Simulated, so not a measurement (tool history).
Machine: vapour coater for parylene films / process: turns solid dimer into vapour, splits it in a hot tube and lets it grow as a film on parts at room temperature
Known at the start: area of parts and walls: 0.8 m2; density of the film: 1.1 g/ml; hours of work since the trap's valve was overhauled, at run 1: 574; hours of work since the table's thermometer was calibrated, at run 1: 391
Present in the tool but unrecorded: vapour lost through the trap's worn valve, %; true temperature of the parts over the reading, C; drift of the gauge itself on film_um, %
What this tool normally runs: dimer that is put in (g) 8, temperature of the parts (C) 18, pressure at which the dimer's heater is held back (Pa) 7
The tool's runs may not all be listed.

run   hour  dimer that is put in (g)  temperature of the parts (C)  pressure at which the dimer's heater is held back (Pa)  hours of work since the trap's valve was overhauled  hours of work since the table's thermometer was calibrated  thickness of the film (um)
  1      0                         8                            18                                                       7                                                  574                                                         391                        5.35
  2   31.4                         8                            25                                                       7                                                  587                                                         404                        3.96
        54  -- trap's valve overhauled
  3   57.2                         8                            18                                                       7                                                    1                                                         414                        6.15
  4   78.5                         8                            18                                                    2.04                                                   11                                                         423                        7.85
  5  104.8                         4                            18                                                    2.04                                                   22                                                         434                           4
  6  126.3                         4                            18                                                    2.04                                                   31                                                         444                        3.95
  7  154.9                         8                            24                                                       7                                                   44                                                         456                        4.75
  8  170.8                         9                            18                                                       7                                                   50                                                         463                        6.92
  9  201.6                         8                            18                                                    2.06                                                   64                                                         476                        7.89
 10  229.5                         8                            18                                                   11.04                                                   76                                                         488                        5.58
 11  252.1                         8                            18                                                   11.04                                                   86                                                         498                        5.51
 12  267.1                         8                            18                                                    9.16                                                   92                                                         505                        5.69
 13  288.3                         8                            18                                                       7                                                  101                                                         514                        6.02
 14  314.4                         8                            18                                                       7                                                  112                                                         525                        5.91
       318  -- table's thermometer calibrated
 15  344.2                         8                            18                                                       7                                                  125                                                          11                        6.01
 16  363.9                         8                            16                                                       7                                                  133                                                          20                        6.52
 17    388                         4                            11                                                    9.16                                                  144                                                          30                        3.81
 18  413.4                        14                            28                                                   11.56                                                  155                                                          41                        6.21
 19  439.8                         8                            19                                                    6.73                                                  166                                                          53                        5.78
     468.1  -- table's thermometer calibrated, once more
 20  468.4                         8                            19                                                    6.73                                                  178                                                           0                        5.64
 21  490.3                         8                            19                                                    6.73                                                  188                                                          10                        5.61
 22  507.1                        11                            26                                                       7                                                  195                                                          17                        5.65
 23    527                         9                            13                                                    3.98                                                  203                                                          25                         9.2
 24  550.7                         9                            13                                                    3.98                                                  214                                                          36                        9.08
 25  574.8                         9                            13                                                    3.98                                                  224                                                          46                        9.13
 26  594.6                         9                            13                                                    3.98                                                  233                                                          55                        9.15
 27  612.2                        13                            18                                                       7                                                  240                                                          62                        9.27
 28  643.1                        13                            18                                                       7                                                  254                                                          76                         9.3
 29  672.2                         7                            12                                                    7.94                                                  266                                                          88                        6.22
 30  702.2                         4                            12                                                     2.5                                                  279                                                         101                        4.19
 31  721.8                         4                            12                                                     2.5                                                  288                                                         110                        4.19

Table of differences, measured result less the result of that run with no hidden state. Run-to-run variation is the same in both. Gauge scatter possibly is not:
run  thickness of the film (um)
  1                       -0.69
  2                       -0.53
  3                       +0.06
  4                       +0.07
  5                       +0.02
  6                       +0.02
  7                       +0.01
  8                       +0.01
  9                       -0.02
 10                       -0.03
 11                       -0.04
 12                       -0.05
 13                       -0.06
 14                       -0.08
 15                       -0.08
 16                       -0.09
 17                       -0.06
 18                       -0.11
 19                       -0.12
 20                       -0.26
 21                       -0.27
 22                       -0.28
 23                       -0.48
 24                        -0.5
 25                       -0.52
 26                       -0.53
 27                       -0.55
 28                       -0.58
 29                       -0.41
 30                       -0.28
 31                       -0.29
